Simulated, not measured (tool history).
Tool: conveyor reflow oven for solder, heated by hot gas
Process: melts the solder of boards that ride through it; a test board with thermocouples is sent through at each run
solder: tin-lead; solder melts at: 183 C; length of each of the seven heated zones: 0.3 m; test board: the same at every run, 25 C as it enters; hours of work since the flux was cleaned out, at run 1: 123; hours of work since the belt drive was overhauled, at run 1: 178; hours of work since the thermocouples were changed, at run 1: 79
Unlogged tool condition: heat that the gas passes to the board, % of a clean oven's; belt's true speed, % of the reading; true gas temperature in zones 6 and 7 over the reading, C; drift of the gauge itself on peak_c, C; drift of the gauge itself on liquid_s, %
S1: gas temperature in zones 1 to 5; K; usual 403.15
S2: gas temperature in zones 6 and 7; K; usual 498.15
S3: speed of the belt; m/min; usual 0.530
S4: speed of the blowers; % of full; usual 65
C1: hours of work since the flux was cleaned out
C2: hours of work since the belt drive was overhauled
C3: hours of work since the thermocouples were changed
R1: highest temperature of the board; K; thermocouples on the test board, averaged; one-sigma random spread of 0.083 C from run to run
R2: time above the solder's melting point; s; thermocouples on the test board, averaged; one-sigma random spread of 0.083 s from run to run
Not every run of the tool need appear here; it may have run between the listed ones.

run	hour	S1	S2	S3	S4	C1	C2	C3	R1	R2
1	0.0	403.15	498.15	0.530	65	123	178	79	476.62	35.70
2	9.5	403.15	498.15	0.530	65	129	185	86	476.64	35.47
3	28.2	403.15	499.15	0.530	65	142	197	98	477.38	36.26
4	49.7	403.15	499.15	0.530	65	156	211	112	477.23	36.13
5	70.1	403.15	498.15	0.530	65	170	225	126	476.45	35.24
# hour 76.9: flux residue cleaned out of gas plates and filters
6	93.8	403.15	498.15	0.530	65	11	237	138	477.24	36.52
7	111.0	404.15	498.15	0.530	65	23	249	150	477.60	36.77
8	125.5	403.15	512.15	0.530	65	32	259	160	488.84	46.78
9	140.4	403.15	498.15	0.530	65	42	268	169	477.25	36.34
10	153.4	403.15	498.15	0.530	65	51	277	178	477.12	36.23
11	163.5	403.15	498.15	0.530	65	58	284	185	477.23	36.10
12	182.1	403.15	498.15	0.530	65	70	296	197	477.05	36.04
13	196.3	403.15	498.15	0.530	65	79	306	207	477.07	35.95
14	209.5	403.15	498.15	0.530	65	88	314	215	476.96	35.81
15	218.9	403.15	498.15	0.624	65	94	321	222	470.55	22.42
16	235.8	403.15	498.15	0.624	65	106	332	233	470.50	22.62
17	254.9	403.15	498.15	0.624	65	118	345	246	470.18	22.35
18	265.3	403.15	498.15	0.624	65	125	352	253	470.29	22.37
19	282.4	416.15	490.15	0.432	55	137	363	264	476.78	50.25
20	297.2	393.15	510.15	0.473	52	147	373	274	484.24	45.15
21	313.5	403.15	487.15	0.530	65	157	384	285	467.59	24.03
# hour 337.9: flux residue cleaned out of gas plates and filters
22	337.9	403.15	490.15	0.530	73	0	397	298	473.25	32.46
23	357.6	403.15	490.15	0.530	73	13	410	311	473.16	32.54
24	368.7	388.15	492.15	0.550	73	20	417	318	470.36	24.02
25	383.7	406.15	492.15	0.550	87	30	427	328	477.03	37.04
26	394.3	406.15	501.15	0.550	79	38	434	335	482.90	41.79
27	410.7	403.15	498.15	0.589	66	48	445	346	473.79	28.39
28	431.0	408.15	498.15	0.478	61	62	458	359	481.04	46.74
29	440.3	408.15	498.15	0.478	61	68	465	366	481.00	46.59
30	454.1	403.15	498.15	0.435	65	77	474	375	484.02	54.04

The logged runs with the hidden state left out (each run's random variation unchanged):
run	R1	R2
1	477.00	36.26
2	477.07	36.08
3	477.88	36.95
4	477.82	36.93
5	477.11	36.16
6	476.94	36.17
7	477.36	36.51
8	488.67	46.60
9	477.12	36.22
10	477.04	36.17
11	477.19	36.09
12	477.08	36.12
13	477.14	36.10
14	477.09	36.03
15	470.88	22.89
16	470.89	23.17
17	470.66	23.03
18	470.83	23.12
19	476.74	50.38
20	484.61	45.52
21	468.00	24.92
22	472.57	31.54
23	472.56	31.74
24	469.84	23.34
25	476.53	36.50
26	482.45	41.34
27	473.45	28.01
28	480.60	46.21
29	480.59	46.10
30	483.61	53.58

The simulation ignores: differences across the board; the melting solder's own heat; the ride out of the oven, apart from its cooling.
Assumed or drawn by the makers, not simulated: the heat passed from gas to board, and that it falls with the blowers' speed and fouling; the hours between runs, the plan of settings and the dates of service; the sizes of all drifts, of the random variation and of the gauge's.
